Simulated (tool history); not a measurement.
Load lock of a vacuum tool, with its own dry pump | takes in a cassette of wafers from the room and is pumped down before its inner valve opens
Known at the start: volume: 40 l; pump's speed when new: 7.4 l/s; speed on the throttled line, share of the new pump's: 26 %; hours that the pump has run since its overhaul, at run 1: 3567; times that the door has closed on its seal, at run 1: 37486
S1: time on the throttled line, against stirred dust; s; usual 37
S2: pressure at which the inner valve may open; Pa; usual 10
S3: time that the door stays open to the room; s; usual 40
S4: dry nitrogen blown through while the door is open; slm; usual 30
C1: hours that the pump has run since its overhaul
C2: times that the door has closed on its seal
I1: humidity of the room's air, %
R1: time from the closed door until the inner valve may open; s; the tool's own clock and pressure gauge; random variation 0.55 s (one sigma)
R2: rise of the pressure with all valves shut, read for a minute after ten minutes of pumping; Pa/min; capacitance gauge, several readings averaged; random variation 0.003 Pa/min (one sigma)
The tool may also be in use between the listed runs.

Run 1, hour 0.0: usual settings; C1 3567; C2 37486; I1 45.1. Result: R1 79.0 s, R2 0.423 Pa/min.
Run 2, hour 190.9: usual settings; C1 3758; C2 38239; I1 43.4. Result: R1 81.2 s, R2 0.441 Pa/min.
Run 3, hour 519.7: usual settings; C1 4087; C2 39535; I1 45.2. Result: R1 82.2 s, R2 0.460 Pa/min.
Run 4, hour 807.0: usual settings; C1 4374; C2 40667; I1 46.0. Result: R1 82.0 s, R2 0.487 Pa/min.
Run 5, hour 1187.9: usual settings; C1 4755; C2 42169; I1 48.1. Result: R1 81.4 s, R2 0.500 Pa/min.
Run 6, hour 1643.6: usual settings but S1 22 s; C1 5211; C2 43965; I1 41.3. Result: R1 71.0 s, R2 0.533 Pa/min.
Run 7, hour 2076.7: usual settings but S1 22 s; C1 5644; C2 45673; I1 43.1. Result: R1 71.2 s, R2 0.557 Pa/min.
Run 8, hour 2396.8: usual settings but S1 22 s; C1 5964; C2 46934; I1 45.8. Result: R1 73.1 s, R2 0.581 Pa/min.
Run 9, hour 2634.4: usual settings; C1 6202; C2 47871; I1 42.2. Result: R1 84.0 s, R2 0.603 Pa/min.
Run 10, hour 3036.5: usual settings; C1 6604; C2 49456; I1 41.7. Result: R1 83.4 s, R2 0.643 Pa/min.
Run 11, hour 3366.5: usual settings; C1 6934; C2 50757; I1 46.3. Result: R1 84.2 s, R2 0.669 Pa/min.
Run 12, hour 3559.0: usual settings; C1 7126; C2 51516; I1 45.3. Result: R1 83.4 s, R2 0.671 Pa/min.
Run 13, hour 3815.8: usual settings but S1 45 s; C1 7383; C2 52528; I1 45.5. Result: R1 91.3 s, R2 0.697 Pa/min.
At hour 3954.7: door's seal changed, seat wiped.
Run 14, hour 4155.9: usual settings but S1 45 s; C1 7722; C2 793; I1 44.3. Result: R1 92.0 s, R2 0.016 Pa/min.
Run 15, hour 4508.6: usual settings; C1 8074; C2 2183; I1 46.3. Result: R1 86.2 s, R2 0.026 Pa/min.
Run 16, hour 4884.2: usual settings but S1 63 s; C1 8450; C2 3664; I1 50.3. Result: R1 102.3 s, R2 0.032 Pa/min.
Run 17, hour 5347.9: usual settings but S1 63 s; C1 8914; C2 5492; I1 48.4. Result: R1 104.7 s, R2 0.041 Pa/min.
Run 18, hour 5653.5: usual settings but S1 63 s; C1 9219; C2 6696; I1 44.2. Result: R1 104.9 s, R2 0.047 Pa/min.
Run 19, hour 5855.2: usual settings but S1 63 s; C1 9421; C2 7492; I1 46.8. Result: R1 105.3 s, R2 0.051 Pa/min.
Run 20, hour 6313.2: usual settings but S1 63 s; C1 9879; C2 9297; I1 39.5. Result: R1 105.7 s, R2 0.060 Pa/min.
At hour 6701.9: dry pump taken out, an overhauled one fitted.
Run 21, hour 6743.0: usual settings but S1 43 s, S3 70 s, S4 29 slm; C1 41; C2 10968; I1 46.1. Result: R1 82.0 s, R2 0.075 Pa/min.
Run 22, hour 7160.7: usual settings but S1 30 s, S3 96 s, S4 38 slm; C1 459; C2 12614; I1 44.3. Result: R1 73.8 s, R2 0.087 Pa/min.
Run 23, hour 7612.6: usual settings but S1 23 s, S2 19 Pa, S3 205 s; C1 911; C2 14396; I1 46.6. Result: R1 65.3 s, R2 0.119 Pa/min.
Run 24, hour 7902.1: usual settings but S1 20 s, S2 9 Pa, S3 225 s, S4 9 slm; C1 1200; C2 15537; I1 47.1. Result: R1 67.3 s, R2 0.150 Pa/min.
Run 25, hour 8269.6: usual settings but S1 27 s, S2 16 Pa, S3 193 s, S4 13 slm; C1 1568; C2 16986; I1 44.0. Result: R1 69.1 s, R2 0.151 Pa/min.
Run 26, hour 8579.0: usual settings but S1 54 s, S2 8 Pa, S3 77 s, S4 43 slm; C1 1877; C2 18205; I1 44.2. Result: R1 93.4 s, R2 0.133 Pa/min.
Run 27, hour 9034.6: usual settings but S1 54 s, S2 8 Pa, S3 77 s, S4 43 slm; C1 2333; C2 20001; I1 46.4. Result: R1 93.2 s, R2 0.148 Pa/min.
Run 28, hour 9366.9: usual settings but S2 12 Pa, S4 4 slm; C1 2665; C2 21311; I1 43.9. Result: R1 78.9 s, R2 0.166 Pa/min.
Run 29, hour 9792.8: usual settings but S1 45 s, S2 11 Pa, S3 235 s; C1 3091; C2 22990; I1 44.0. Result: R1 86.0 s, R2 0.199 Pa/min.
Run 30, hour 10162.0: usual settings but S1 45 s, S2 11 Pa, S3 235 s; C1 3460; C2 24446; I1 44.9. Result: R1 87.0 s, R2 0.212 Pa/min.
Run 31, hour 10501.6: usual settings but S1 32 s, S2 13 Pa, S3 85 s, S4 5 slm; C1 3800; C2 25784; I1 43.0. Result: R1 76.9 s, R2 0.239 Pa/min.
Run 32, hour 10697.0: usual settings but S3 56 s; C1 3995; C2 26554; I1 49.9. Result: R1 82.4 s, R2 0.228 Pa/min.
Run 33, hour 10928.6: usual settings but S1 50 s, S3 56 s, S4 23 slm; C1 4227; C2 27468; I1 45.7. Result: R1 92.0 s, R2 0.228 Pa/min.
Run 34, hour 11202.8: usual settings but S1 51 s, S4 7 slm; C1 4501; C2 28548; I1 45.4. Result: R1 93.6 s, R2 0.252 Pa/min.
Run 35, hour 11619.7: usual settings but S1 51 s, S4 7 slm; C1 4918; C2 30192; I1 45.8. Result: R1 93.8 s, R2 0.269 Pa/min.
Run 36, hour 11990.0: usual settings but S1 51 s, S4 7 slm; C1 5288; C2 31652; I1 46.6. Result: R1 93.0 s, R2 0.289 Pa/min.

Forecast each of these 5 alternatives for the next run:
Run A, hour 12403.8: usual settings but S1 43 s; C1 5702; C2 33283; I1 45.0. Result: R1 ?, R2 ?.
Run B, hour 12403.8: usual settings but S1 58 s, S4 7 slm; C1 5702; C2 33283; I1 42.9. Result: R1 ?, R2 ?.
Run C, hour 12403.8: usual settings but S1 51 s, S2 13 Pa, S4 14 slm; C1 5702; C2 33283; I1 42.0. Result: R1 ?, R2 ?.
Run D, hour 12403.8: usual settings but S3 105 s; C1 5702; C2 33283; I1 44.9. Result: R1 ?, R2 ?.
Run E, hour 12403.8: usual settings but S1 59 s, S3 61 s, S4 9 slm; C1 5702; C2 33283; I1 44.8. Result: R1 ?, R2 ?.

run    R1     R2
  A  86.7  0.304
  B  97.8  0.319
  C  92.2  0.320
  D  84.4  0.318
  E  99.5  0.325
Without the tool's hidden state the same runs would have given:
run    R1     R2
  A  80.8  0.012
  B  92.4  0.023
  C  86.7  0.024
  D  78.0  0.025
  E  94.2  0.028
